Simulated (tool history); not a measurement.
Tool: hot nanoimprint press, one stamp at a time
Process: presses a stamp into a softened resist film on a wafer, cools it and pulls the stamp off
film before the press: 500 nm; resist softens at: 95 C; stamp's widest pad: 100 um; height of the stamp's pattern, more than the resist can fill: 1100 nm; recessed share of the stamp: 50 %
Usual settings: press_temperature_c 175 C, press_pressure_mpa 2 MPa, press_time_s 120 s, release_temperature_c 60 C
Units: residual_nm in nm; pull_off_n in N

run,hour,press_temperature_c,press_pressure_mpa,press_time_s,release_temperature_c,residual_nm,pull_off_n
1,0,175,2,120,60,248.8,161
2,32.4,175,2,120,61,249.7,156
3,56.6,175,2,120,60,248.8,165
# hour 69.1: stamp cleaned and given a new release coat
4,105.9,175,2,120,60,247,137
5,126,175,2,120,60,246.5,136
6,147.9,175,2,120,51,247.1,175
7,171.1,175,2,120,51,245.7,173
8,205.8,175,2,120,60,244.9,144
9,223.5,175,2,120,60,245.8,143
10,249.3,175,2,120,68,243,118
11,269.5,175,2,120,68,243.9,119
12,313,175,2,63,60,301.2,155
13,342,175,2,63,60,299.8,153
14,383.6,175,2,63,60,298.5,158
15,408.7,175,2,63,60,296.9,161
# hour 418.6: press's hydraulic seals changed and the load cell set to zero
# hour 435.4: stamp cleaned and given a new release coat
16,442.5,175,2,63,60,291.8,129
# hour 457.7: plate thermocouple calibrated
17,486.1,175,2.49,120,60,223.5,137
18,504.7,175,2.49,120,60,224.6,140
19,535.4,175,1.85,154,60,232.9,141
20,577.4,175,1.36,120,52,286.4,173
21,615.7,175,1.36,120,52,286.1,179
22,636.8,175,1.73,105,53,270.1,176
23,665.2,175,2.26,135,60,220.1,149
24,707.1,175,2.26,135,60,218.4,155
25,727.3,175,1.92,201,59,202.5,162
26,760.1,175,1.92,201,59,201.8,162
# hour 799.5: stamp cleaned and given a new release coat
27,799.7,175,1.92,201,59,200.4,135
28,822.3,175,2.81,201,67,167.6,113
29,865.7,164,2,202,53,325.7,159

Measured less the same run without the tool's hidden state. The same run-to-run variation is in both; the gauge's scatter may not be:
The hidden state here: true temperature over the reading, C; pressure that arrives at the usual setting, %; grip of the stamp's worn release coat, % over a new coat's; drift of the gauge itself on residual_nm, %; drift of the gauge itself on pull_off_n, %.
run,residual_nm,pull_off_n
1,+0,+23
2,-0.8,+24
3,-1.5,+28
4,-2.7,+1
5,-3.3,+3
6,-3.8,+6
7,-4.5,+8
8,-5.5,+8
9,-6,+10
10,-6.7,+9
11,-7.1,+10
12,-8.7,+16
13,-9.5,+18
14,-10.6,+21
15,-11.3,+23
16,-17.4,-4
17,-2.8,+3
18,-3.4,+4
19,-4.3,+7
20,-5.9,+12
21,-7.1,+15
22,-7.5,+16
23,-7.6,+15
24,-8.5,+19
25,-8.9,+21
26,-9.8,+23
27,-10.6,-4
28,-9.2,-2
29,-16,+2

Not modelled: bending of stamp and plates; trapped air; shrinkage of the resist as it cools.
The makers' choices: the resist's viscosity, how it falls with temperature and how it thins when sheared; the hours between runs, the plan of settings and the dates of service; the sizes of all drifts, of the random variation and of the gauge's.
